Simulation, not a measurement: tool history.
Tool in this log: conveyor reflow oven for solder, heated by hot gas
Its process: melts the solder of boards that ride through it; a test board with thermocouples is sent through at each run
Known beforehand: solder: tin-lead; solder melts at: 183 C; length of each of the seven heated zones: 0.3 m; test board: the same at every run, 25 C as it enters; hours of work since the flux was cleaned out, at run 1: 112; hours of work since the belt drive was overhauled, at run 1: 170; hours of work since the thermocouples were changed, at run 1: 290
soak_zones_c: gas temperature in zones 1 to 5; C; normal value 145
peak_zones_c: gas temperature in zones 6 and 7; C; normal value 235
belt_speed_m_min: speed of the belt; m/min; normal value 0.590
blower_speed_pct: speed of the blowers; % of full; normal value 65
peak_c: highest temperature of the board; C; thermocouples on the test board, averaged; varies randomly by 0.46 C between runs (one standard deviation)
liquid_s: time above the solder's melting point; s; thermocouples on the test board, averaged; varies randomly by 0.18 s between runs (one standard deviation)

run	day	soak_zones_c	peak_zones_c	belt_speed_m_min	blower_speed_pct	hours of work since the flux was cleaned out	hours of work since the belt drive was overhauled	hours of work since the thermocouples were changed	peak_c	liquid_s
1	0.000	145	235	0.590	65	112	170	290	221.8	50.7
2	1.542	145	235	0.590	65	141	199	319	221.6	50.4
3	3.388	145	235	0.590	65	176	234	354	221.4	50.9
4	4.296	145	235	0.590	65	193	251	371	221.8	50.6
5	5.812	145	235	0.590	65	222	280	399	221.5	50.3
6	7.500	145	235	0.590	65	254	312	431	220.5	50.3
7	8.754	145	235	0.590	65	277	336	455	220.2	50.5
8	9.988	145	235	0.590	65	301	359	478	221.7	50.6
9	11.850	145	235	0.657	65	336	394	514	218.4	43.3
# day 14.008: flux residue cleaned out of gas plates and filters
10	14.008	145	235	0.590	65	0	431	550	222.1	51.1
11	14.983	145	235	0.590	65	18	449	569	221.3	51.2
12	16.675	145	235	0.590	65	50	481	601	222.0	51.0
13	17.912	145	235	0.665	65	74	505	624	218.5	43.3
14	19.329	145	235	0.665	65	101	532	651	218.2	43.2
15	20.871	145	235	0.665	65	130	561	680	217.9	43.0
16	21.683	149	235	0.584	65	145	576	696	221.6	53.1
17	23.079	149	235	0.584	65	171	602	722	221.9	53.2
18	24.517	149	235	0.584	65	199	630	749	221.1	53.0
19	26.442	149	235	0.584	65	235	666	786	222.1	52.9
20	27.425	142	235	0.481	65	254	685	804	224.8	64.6
21	28.671	142	235	0.500	58	277	708	828	222.4	60.8
22	29.529	142	246	0.558	58	293	724	844	230.2	57.3
23	30.762	142	246	0.558	58	317	748	867	230.5	57.5
24	31.846	145	247	0.590	56	337	768	888	229.2	54.7
# day 33.946: flux residue cleaned out of gas plates and filters
25	33.946	145	226	0.590	65	0	804	923	213.1	46.5
26	35.542	145	226	0.590	71	30	834	954	213.3	47.0
27	37.412	133	249	0.579	59	65	869	989	231.8	53.5
28	38.721	160	227	0.512	59	90	894	1014	217.1	63.6
29	40.729	160	227	0.512	59	128	932	1052	216.8	63.3

Take each entry between the runs: how does the hidden state at the last listed run before it differ from the hidden state at the first listed run after it?
After run 9, before run 10: flux residue cleaned out of gas plates and filters (day 14.008)
  heat that the gas passes to the board, % of a clean oven's: 92.5 -> 99.3; belt's true speed, % of the reading: 99.55 -> 99.5; true gas temperature in zones 6 and 7 over the reading, C: -1.18 -> -1.28
  measured minus no-state result, peak_c: -2.5 -> -1.1 C; liquid_s: -1.3 -> -0.3 s
After run 24, before run 25: flux residue cleaned out of gas plates and filters (day 33.946)
  heat that the gas passes to the board, % of a clean oven's: 93.1 -> 98.8; belt's true speed, % of the reading: 99.04 -> 99; true gas temperature in zones 6 and 7 over the reading, C: -2.14 -> -2.23
  measured minus no-state result, peak_c: -3.0 -> -2.0 C; liquid_s: -0.7 -> -0.7 s
